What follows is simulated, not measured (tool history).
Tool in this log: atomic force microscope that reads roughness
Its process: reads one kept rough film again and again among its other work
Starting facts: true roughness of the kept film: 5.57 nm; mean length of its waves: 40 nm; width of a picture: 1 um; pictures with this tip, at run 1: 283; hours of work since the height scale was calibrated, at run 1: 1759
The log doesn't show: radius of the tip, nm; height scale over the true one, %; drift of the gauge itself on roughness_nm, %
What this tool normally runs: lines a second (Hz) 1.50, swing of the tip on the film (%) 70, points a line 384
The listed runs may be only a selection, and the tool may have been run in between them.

run	day	lines a second (Hz)	swing of the tip on the film (%)	points a line	pictures with this tip	hours of work since the height scale was calibrated	roughness of the kept film (nm (root mean square))
1	0.000	1.50	70	384	283	1759	4.632
# day 0.904: new tip fitted
2	1.542	1.50	70	260	20	1785	4.575
3	2.979	1.50	70	260	66	1810	4.592
4	4.662	1.50	70	260	119	1839	4.582
5	7.092	1.50	70	384	196	1881	4.635
6	9.483	1.50	70	384	273	1922	4.642
# day 10.908: new tip fitted
7	11.875	1.50	70	275	31	1963	4.591
8	13.558	1.50	62	275	85	1992	4.747
9	16.538	1.50	87	384	179	2044	4.130
10	17.938	1.50	87	384	224	2068	4.121
# day 20.729: new tip fitted
11	20.812	1.50	87	384	3	2117	4.129
12	23.792	1.50	87	384	98	2168	4.137
13	26.167	2.23	87	965	173	2209	3.791
14	27.667	0.67	87	390	221	2235	4.593
15	30.112	1.35	64	659	299	2277	4.769

Predict each of these 5 candidate next runs independently; none follows another, all start after run 15:
# day 30.612: new tip fitted
A	32.350	1.35	64	653	55	2316	?
# day 30.612: new tip fitted
B	32.350	0.60	66	306	55	2316	?
# day 30.612: new tip fitted
C	32.350	0.52	71	384	55	2316	?
# day 30.612: new tip fitted
D	32.350	2.95	77	361	55	2316	?
# day 30.612: new tip fitted
E	32.350	0.99	89	659	55	2316	?

run	roughness of the kept film (nm (root mean square))
A	4.735
B	4.883
C	4.920
D	3.973
E	4.334
With the hidden condition removed and each run's random variation left untouched, the same runs would have given:
run	roughness of the kept film (nm (root mean square))
A	4.736
B	4.884
C	4.921
D	3.974
E	4.335
